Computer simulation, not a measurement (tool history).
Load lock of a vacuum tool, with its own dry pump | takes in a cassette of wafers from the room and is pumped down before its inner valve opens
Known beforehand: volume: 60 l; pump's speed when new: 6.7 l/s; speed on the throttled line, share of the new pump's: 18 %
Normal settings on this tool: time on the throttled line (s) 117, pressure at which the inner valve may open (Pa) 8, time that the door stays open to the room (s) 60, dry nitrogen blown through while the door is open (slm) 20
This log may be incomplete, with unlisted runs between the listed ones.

| run | hour | time on the throttled line (s) | pressure at which the inner valve may open (Pa) | time that the door stays open to the room (s) | dry nitrogen blown through while the door is open (slm) | incoming humidity of the room's air, % | time from the closed door until the inner valve may open (s) | rise of the pressure with all valves shut (Pa/min) |
|---|---|---|---|---|---|---|---|---|
| 1 | 0.0 | 117 | 8 | 60 | 20 | 45.1 | 192.2 | 0.041 |
| 2 | 273.7 | 117 | 8 | 60 | 20 | 42.6 | 192.8 | 0.042 |
| 3 | 428.7 | 117 | 8 | 60 | 20 | 45.3 | 194.2 | 0.045 |
| 4 | 748.3 | 117 | 8 | 60 | 20 | 46.3 | 194.0 | 0.048 |
| 5 | 971.4 | 110 | 8 | 60 | 20 | 43.2 | 188.7 | 0.049 |
| 6 | 1142.7 | 110 | 8 | 60 | 20 | 46.4 | 189.3 | 0.053 |
| 7 | 1279.4 | 117 | 8 | 60 | 15 | 44.9 | 193.8 | 0.050 |
| 8 | 1563.8 | 117 | 8 | 60 | 15 | 45.3 | 194.3 | 0.055 |
| 9 | 1816.2 | 117 | 8 | 60 | 15 | 43.6 | 194.2 | 0.055 |
| 10 | 1954.4 | 117 | 8 | 60 | 20 | 47.5 | 195.8 | 0.054 |
| 11 | 2115.1 | 117 | 8 | 60 | 20 | 42.9 | 194.3 | 0.057 |
| 12 | 2372.7 | 117 | 8 | 60 | 20 | 47.9 | 196.3 | 0.051 |
| 13 | 2692.9 | 117 | 8 | 60 | 20 | 49.6 | 196.7 | 0.054 |
| 14 | 2891.9 | 117 | 8 | 60 | 20 | 43.0 | 198.2 | 0.054 |
| 15 | 3156.0 | 117 | 8 | 60 | 20 | 45.8 | 195.7 | 0.056 |
| 16 | 3465.7 | 117 | 8 | 60 | 20 | 46.1 | 195.4 | 0.054 |
| 17 | 3615.8 | 117 | 8 | 60 | 20 | 42.3 | 194.9 | 0.057 |
| 18 | 3773.8 | 117 | 8 | 60 | 20 | 47.6 | 195.9 | 0.060 |
| 19 | 3953.8 | 117 | 8 | 25 | 4 | 47.2 | 196.5 | 0.072 |
| 20 | 4085.5 | 166 | 8 | 25 | 36 | 47.2 | 232.7 | 0.052 |
| 21 | 4284.4 | 145 | 9 | 73 | 16 | 44.2 | 215.9 | 0.068 |
| 22 | 4566.9 | 145 | 9 | 31 | 16 | 43.1 | 217.5 | 0.063 |
| 23 | 4742.4 | 178 | 9 | 198 | 6 | 49.7 | 241.8 | 0.107 |
| 24 | 4883.4 | 178 | 9 | 198 | 6 | 45.4 | 241.9 | 0.098 |
| 25 | 5150.6 | 178 | 7 | 215 | 6 | 50.0 | 247.9 | 0.114 |
| 26 | 5479.9 | 117 | 12 | 60 | 5 | 44.2 | 179.0 | 0.083 |
| 27 | 5741.3 | 117 | 7 | 213 | 20 | 49.2 | 185.4 | 0.087 |
| 28 | 5942.8 | 117 | 7 | 213 | 20 | 44.9 | 183.9 | 0.083 |
| 29 | 6236.7 | 117 | 7 | 213 | 20 | 43.9 | 183.7 | 0.083 |
| 30 | 6419.2 | 117 | 7 | 213 | 20 | 46.1 | 183.2 | 0.084 |
| 31 | 6711.4 | 117 | 7 | 213 | 20 | 46.9 | 184.5 | 0.093 |
| 32 | 6899.8 | 77 | 7 | 163 | 39 | 47.2 | 152.4 | 0.076 |
| 33 | 7080.2 | 186 | 9 | 31 | 5 | 42.6 | 235.7 | 0.083 |
| 34 | 7286.9 | 172 | 12 | 60 | 18 | 43.6 | 225.0 | 0.077 |
| 35 | 7594.9 | 172 | 12 | 60 | 18 | 46.0 | 222.7 | 0.081 |
| 36 | 7763.1 | 172 | 12 | 60 | 18 | 46.1 | 221.8 | 0.082 |

Removed from this log: 1 entry logged between the listed runs. Between which two listed runs does each belong, and how does the tool's hidden state at the listed run before it compare with that at the listed run after it?
From run 25 to run 26: dry pump taken out, an overhauled one fitted (hour 5479.9)
  pump's speed, % of a new pump's: 80.6 -> 99.4; leak at the door's seal, Pa l/s: 0.0497 -> 0.0513
  what was measured, less what the result would be without the hidden state, time from the closed door until the inner valve may open (s): +13.7 -> +0.4; rise of the pressure with all valves shut (Pa/min): +0.048 -> +0.050
